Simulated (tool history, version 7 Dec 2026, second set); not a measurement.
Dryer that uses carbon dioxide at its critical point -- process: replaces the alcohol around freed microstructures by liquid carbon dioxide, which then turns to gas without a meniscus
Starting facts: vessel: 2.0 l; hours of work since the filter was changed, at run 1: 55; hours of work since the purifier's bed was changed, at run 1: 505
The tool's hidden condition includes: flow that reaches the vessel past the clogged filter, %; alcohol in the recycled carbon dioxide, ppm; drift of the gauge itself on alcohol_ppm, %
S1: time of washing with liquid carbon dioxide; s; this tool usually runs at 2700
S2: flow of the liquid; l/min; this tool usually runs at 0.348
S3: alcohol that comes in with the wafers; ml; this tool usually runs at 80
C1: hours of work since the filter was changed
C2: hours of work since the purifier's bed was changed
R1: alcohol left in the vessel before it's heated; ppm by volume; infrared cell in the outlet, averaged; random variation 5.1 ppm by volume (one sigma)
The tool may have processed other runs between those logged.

run 1 hour=0 | S1=2700 S2=0.348 S3=80 | C1=55 C2=505 | R1=275
run 2 hour=41.6 | S1=2700 S2=0.348 S3=80 | C1=74 C2=524 | R1=277
run 3 hour=84.8 | S1=2700 S2=0.348 S3=80 | C1=94 C2=543 | R1=291
-- hour=93.9 purifier's bed changed
run 4 hour=131.2 | S1=2700 S2=0.348 S3=80 | C1=114 C2=17 | R1=93
run 5 hour=166.7 | S1=2700 S2=0.348 S3=80 | C1=130 C2=33 | R1=97
run 6 hour=195 | S1=2700 S2=0.348 S3=80 | C1=143 C2=46 | R1=111
run 7 hour=237.3 | S1=2700 S2=0.348 S3=80 | C1=162 C2=65 | R1=116
run 8 hour=287.9 | S1=2700 S2=0.348 S3=80 | C1=185 C2=89 | R1=121
run 9 hour=331.2 | S1=2700 S2=0.358 S3=114 | C1=205 C2=108 | R1=155
run 10 hour=372.6 | S1=2400 S2=0.348 S3=80 | C1=224 C2=127 | R1=220
run 11 hour=427.4 | S1=2400 S2=0.348 S3=80 | C1=249 C2=152 | R1=236
run 12 hour=466.5 | S1=2400 S2=0.348 S3=80 | C1=267 C2=170 | R1=252
run 13 hour=516.4 | S1=1740 S2=0.348 S3=63 | C1=290 C2=193 | R1=717
run 14 hour=567.6 | S1=3120 S2=0.235 S3=62 | C1=313 C2=216 | R1=368
run 15 hour=626.1 | S1=2100 S2=0.539 S3=111 | C1=340 C2=243 | R1=140

Had the tool no unlogged condition, and each run kept its random variation, what would the results have been?
run=1 R1=74
run=2 R1=73
run=3 R1=77
run=4 R1=75
run=5 R1=72
run=6 R1=80
run=7 R1=75
run=8 R1=69
run=9 R1=89
run=10 R1=134
run=11 R1=133
run=12 R1=142
run=13 R1=515
run=14 R1=213
run=15 R1=32
